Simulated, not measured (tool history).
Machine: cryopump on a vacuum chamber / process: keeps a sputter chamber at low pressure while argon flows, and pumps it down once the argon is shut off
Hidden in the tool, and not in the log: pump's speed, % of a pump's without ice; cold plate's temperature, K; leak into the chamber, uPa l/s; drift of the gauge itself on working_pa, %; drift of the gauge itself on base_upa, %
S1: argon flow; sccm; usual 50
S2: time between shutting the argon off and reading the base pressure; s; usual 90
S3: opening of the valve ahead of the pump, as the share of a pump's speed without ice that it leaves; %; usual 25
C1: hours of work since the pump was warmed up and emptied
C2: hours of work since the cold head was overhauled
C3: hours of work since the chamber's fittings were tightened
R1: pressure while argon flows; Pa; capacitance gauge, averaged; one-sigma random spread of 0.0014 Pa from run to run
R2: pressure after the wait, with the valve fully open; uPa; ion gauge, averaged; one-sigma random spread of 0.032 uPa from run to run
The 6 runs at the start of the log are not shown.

run   hour  S1  S2  S3   C1   C2   C3      R1    R2
  7  174.3  50  90  25  118  118  783  0.3328  2.06
  8  205.1  38  90  25  131  131  796  0.2534  2.04
  9  236.3  38  90  25  144  144  809  0.2554     2
 10  256.6  38  90  50  153  153  818  0.1288  1.94
 11  273.8  38  90  50  160  160  825   0.128  1.97
 12  310.4  38  90  50  175  175  841  0.1288  2.05
 13  335.3  38  90  50  186  186  851  0.1292   2.1
 14  359.1  50  90  59  196  196  861  0.1441  2.08
 15  380.2  50  90  59  205  205  870  0.1443  2.08
 16  417.2  50  90  59  220  220  886  0.1445  2.03
 17  438.2  50  90  59  229  229  895  0.1454  2.09
 18  474.2  50  90  59  245  245  910  0.1461  2.08
 19    492  50  90  59  252  252  917  0.1448  2.11
 20  530.3  68  90  25  268  268  933  0.4596  2.16
 21  561.2  76  71  16  281  281  946   0.789  2.46
 22    588  73  90  34  293  293  958  0.3644   2.1
 23  605.7  59  23  40  300  300  965  0.2517  6.12
 24  643.9  59  23  40  316  316  981  0.2519  6.13

What will run 25 give?
 25  667.5  59  23  40  326  326  991   ?   ?

{"run 25": {"R1": 0.2514, "R2": 6.23}}
Were there no unlogged condition in the tool, this run, its random variation unchanged, would have produced R1 0.2443 Pa, R2 5.78 uPa.
